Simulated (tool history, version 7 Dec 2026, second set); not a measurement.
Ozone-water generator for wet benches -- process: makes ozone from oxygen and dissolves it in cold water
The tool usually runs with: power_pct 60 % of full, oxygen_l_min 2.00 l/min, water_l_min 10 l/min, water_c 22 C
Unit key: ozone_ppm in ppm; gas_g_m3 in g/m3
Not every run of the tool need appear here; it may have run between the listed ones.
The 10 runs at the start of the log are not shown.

run	hour	power_pct	oxygen_l_min	water_l_min	water_c	ozone_ppm	gas_g_m3
11	626.0	55	2.00	10	22	13.9	144.6
12	675.5	60	2.00	10	22	15.1	155.8
13	752.9	60	2.00	10	22	15.2	154.2
14	810.7	60	2.00	10	22	15.2	155.1
15	886.7	60	1.57	10	22	15.3	183.6
16	940.4	60	1.57	10	22	15.6	181.1
17	979.7	60	1.57	10	22	15.3	181.6
18	1034.5	60	1.57	10	22	15.5	182.2
19	1091.2	60	1.57	10	22	15.2	181.0
20	1158.0	66	1.18	11	16	16.1	237.3
21	1229.3	66	1.18	11	16	16.1	239.3
22	1268.8	66	1.18	11	16	16.2	240.8
23	1316.5	67	1.38	9	20	18.4	218.1
24	1376.2	100	1.38	9	20	26.7	309.3
25	1433.1	100	1.38	12	15	21.9	308.0
26	1487.1	100	1.38	12	15	21.8	308.1
27	1567.1	100	1.38	12	15	21.4	310.4
28	1609.2	74	2.89	7	19	22.4	142.8
29	1686.6	53	2.00	10	22	13.4	137.6
30	1751.5	88	1.45	7	22	27.8	266.7
31	1814.2	88	1.45	7	22	28.0	264.5
32	1858.6	74	2.57	8	21	20.3	155.2
33	1928.9	42	1.48	7	28	13.0	138.8

What if the next run were any one of these 4? Each begins from the tool's condition after run 33:
A	1989.3	60	1.17	10	22	?	?
B	1989.3	42	1.74	6	30	?	?
C	1989.3	69	2.00	7	28	?	?
D	1989.3	42	3.18	9	28	?	?

run	ozone_ppm	gas_g_m3
A	15.1	221.3
B	13.6	121.9
C	19.0	171.9
D	9.8	81.4
Stripped of hidden state, with their random variation kept, the same runs would have yielded:
run	ozone_ppm	gas_g_m3
A	15.9	225.2
B	14.1	123.2
C	20.0	175.4
D	10.2	82.3

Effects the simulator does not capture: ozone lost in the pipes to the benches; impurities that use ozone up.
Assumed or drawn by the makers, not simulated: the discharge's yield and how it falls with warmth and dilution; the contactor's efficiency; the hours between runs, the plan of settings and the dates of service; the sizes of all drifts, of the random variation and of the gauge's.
